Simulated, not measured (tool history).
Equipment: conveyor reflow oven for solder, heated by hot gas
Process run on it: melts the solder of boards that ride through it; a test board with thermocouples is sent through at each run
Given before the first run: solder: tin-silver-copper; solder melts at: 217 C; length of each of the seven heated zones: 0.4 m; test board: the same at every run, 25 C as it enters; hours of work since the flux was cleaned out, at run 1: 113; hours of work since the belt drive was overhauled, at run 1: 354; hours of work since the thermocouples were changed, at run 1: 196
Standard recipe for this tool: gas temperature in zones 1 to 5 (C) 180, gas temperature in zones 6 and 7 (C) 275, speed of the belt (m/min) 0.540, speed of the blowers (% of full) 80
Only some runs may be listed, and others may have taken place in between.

run,hour,gas temperature in zones 1 to 5 (C),gas temperature in zones 6 and 7 (C),speed of the belt (m/min),speed of the blowers (% of full),hours of work since the flux was cleaned out,hours of work since the belt drive was overhauled,hours of work since the thermocouples were changed,highest temperature of the board (C),time above the solder's melting point (s)
1,0.0,180,275,0.540,80,113,354,196,262.5,78.1
2,7.8,180,280,0.540,80,117,358,200,267.4,80.8
3,17.4,180,287,0.540,80,122,362,205,273.7,83.8
# hour 23.0: flux residue cleaned out of gas plates and filters
4,27.0,180,275,0.540,80,2,365,207,261.9,77.9
5,34.0,180,275,0.540,80,5,368,210,261.9,77.9
6,41.5,180,275,0.540,80,9,372,214,261.8,77.8
# hour 49.3: flux residue cleaned out of gas plates and filters, once more
7,56.0,186,275,0.540,80,3,376,219,264.0,81.8
8,64.5,176,287,0.476,80,7,381,223,277.2,95.9
9,73.5,176,287,0.476,80,12,385,227,277.2,95.8

Run 10, settings as shown, results not yet in. Your forecast:
10,80.9,180,290,0.510,68,15,389,231,?,?

{"run 10": {"highest temperature of the board (C)": 277.3, "time above the solder's melting point (s)": 91.1}}
The same run, on a tool lacking any hidden state, would have yielded highest temperature of the board (C) 277.9, time above the solder's melting point (s) 90.2.

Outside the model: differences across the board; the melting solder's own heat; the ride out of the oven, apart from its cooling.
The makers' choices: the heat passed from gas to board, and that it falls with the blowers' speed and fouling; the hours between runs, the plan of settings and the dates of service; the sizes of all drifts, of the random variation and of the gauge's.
